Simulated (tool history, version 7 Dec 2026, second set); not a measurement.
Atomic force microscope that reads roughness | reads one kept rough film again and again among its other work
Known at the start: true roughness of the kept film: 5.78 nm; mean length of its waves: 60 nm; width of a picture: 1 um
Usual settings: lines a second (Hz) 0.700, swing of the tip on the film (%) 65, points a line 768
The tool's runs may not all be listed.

run,hour,lines a second (Hz),swing of the tip on the film (%),points a line,roughness of the kept film (nm (root mean square))
1,0.0,0.700,65,768,5.259
# hour 29.4: new tip fitted
2,48.3,2.668,65,768,4.811
3,116.3,0.700,65,768,5.238
# hour 134.6: new tip fitted
4,184.0,0.700,65,768,5.278
5,228.4,0.700,65,768,5.242
# hour 236.0: new tip fitted
6,268.7,3.418,65,768,4.654
7,309.8,3.418,76,768,4.113
# hour 338.3: new tip fitted
8,349.9,3.418,76,768,4.121
9,419.2,3.418,76,768,4.129
# hour 439.5: new tip fitted
10,454.5,3.418,76,377,4.112
11,490.4,0.700,59,768,5.303
# hour 540.7: new tip fitted
12,540.7,0.700,59,768,5.318
13,614.0,0.700,59,768,5.308
# hour 641.5: new tip fitted
14,672.2,0.700,65,768,5.269
15,719.9,0.700,57,768,5.324
# hour 743.1: new tip fitted
16,799.3,0.722,65,773,5.265
# hour 845.6: new tip fitted
17,857.4,0.722,65,773,5.234
18,909.3,0.861,65,773,5.197

The next listed run, before its measurement:
19,944.6,3.807,79,598,?

roughness of the kept film (nm (root mean square)): 3.840
Without the tool's hidden state the same run would have given roughness of the kept film (nm (root mean square)) 3.849.
